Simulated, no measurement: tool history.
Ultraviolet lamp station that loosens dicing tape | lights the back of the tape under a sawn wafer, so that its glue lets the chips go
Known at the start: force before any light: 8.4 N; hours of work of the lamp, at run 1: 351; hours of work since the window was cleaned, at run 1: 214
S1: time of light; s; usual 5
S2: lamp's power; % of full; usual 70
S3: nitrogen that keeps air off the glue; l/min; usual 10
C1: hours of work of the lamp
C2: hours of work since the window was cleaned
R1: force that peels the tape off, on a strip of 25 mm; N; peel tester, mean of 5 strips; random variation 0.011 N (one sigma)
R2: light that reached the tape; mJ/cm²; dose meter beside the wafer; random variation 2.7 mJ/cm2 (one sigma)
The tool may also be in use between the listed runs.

Run 1, hour 0.0: usual settings; C1 351; C2 214. Result: R1 0.624 N, R2 325 mJ/cm².
Run 2, hour 10.4: usual settings; C1 358; C2 221. Result: R1 0.639 N, R2 323 mJ/cm².
Run 3, hour 30.8: usual settings; C1 371; C2 234. Result: R1 0.640 N, R2 322 mJ/cm².
Run 4, hour 46.2: usual settings but S1 3 s; C1 381; C2 243. Result: R1 1.698 N, R2 194 mJ/cm².
Run 5, hour 66.1: usual settings but S3 12 l/min; C1 394; C2 256. Result: R1 0.577 N, R2 322 mJ/cm².
Run 6, hour 84.9: usual settings but S3 12 l/min; C1 406; C2 268. Result: R1 0.598 N, R2 324 mJ/cm².
At hour 87.0: window cleaned of glue's vapour.
Run 7, hour 110.0: usual settings; C1 421; C2 15. Result: R1 0.662 N, R2 316 mJ/cm².
Run 8, hour 133.0: usual settings; C1 436; C2 29. Result: R1 0.665 N, R2 314 mJ/cm².
Run 9, hour 150.9: usual settings; C1 448; C2 41. Result: R1 0.677 N, R2 319 mJ/cm².
Run 10, hour 167.8: usual settings but S1 6 s, S3 9 l/min; C1 458; C2 52. Result: R1 0.492 N, R2 378 mJ/cm².
Run 11, hour 180.0: usual settings but S1 4 s, S3 9 l/min; C1 466; C2 60. Result: R1 1.096 N, R2 251 mJ/cm².
Run 12, hour 203.1: usual settings but S1 2 s, S2 85 % of full, S3 5 l/min; C1 481; C2 74. Result: R1 2.866 N, R2 155 mJ/cm².
Run 13, hour 219.4: usual settings but S1 2 s, S2 85 % of full, S3 5 l/min; C1 491; C2 85. Result: R1 2.927 N, R2 151 mJ/cm².
At hour 239.6: window cleaned of glue's vapour, once more.
Run 14, hour 243.0: usual settings but S1 4 s, S2 62 % of full, S3 5 l/min; C1 506; C2 2. Result: R1 1.779 N, R2 227 mJ/cm².
Run 15, hour 264.2: usual settings but S1 3 s, S2 77 % of full; C1 520; C2 16. Result: R1 1.513 N, R2 210 mJ/cm².
Run 16, hour 281.9: usual settings but S1 7 s, S2 64 % of full; C1 531; C2 27. Result: R1 0.398 N, R2 414 mJ/cm².
Run 17, hour 299.4: usual settings but S1 7 s, S2 73 % of full, S3 7 l/min; C1 542; C2 38. Result: R1 0.347 N, R2 467 mJ/cm².

4 ways to go on from here, each from the tool as it stands after run 17. What would each give?
Run A, hour 316.1: usual settings but S1 4 s, S2 94 % of full, S3 8 l/min; C1 553; C2 49. Result: R1 ?, R2 ?.
Run B, hour 316.1: usual settings but S1 3 s, S2 95 % of full; C1 553; C2 49. Result: R1 ?, R2 ?.
Run C, hour 316.1: usual settings but S1 7 s, S2 74 % of full, S3 7 l/min; C1 553; C2 49. Result: R1 ?, R2 ?.
Run D, hour 316.1: usual settings but S1 4 s; C1 553; C2 49. Result: R1 ?, R2 ?.

run     R1   R2
  A  0.634  337
  B  1.033  257
  C  0.338  464
  D  1.061  255
Without the tool's hidden state the same runs would have given:
run     R1   R2
  A  0.461  388
  B  0.776  296
  C  0.253  536
  D  0.801  293
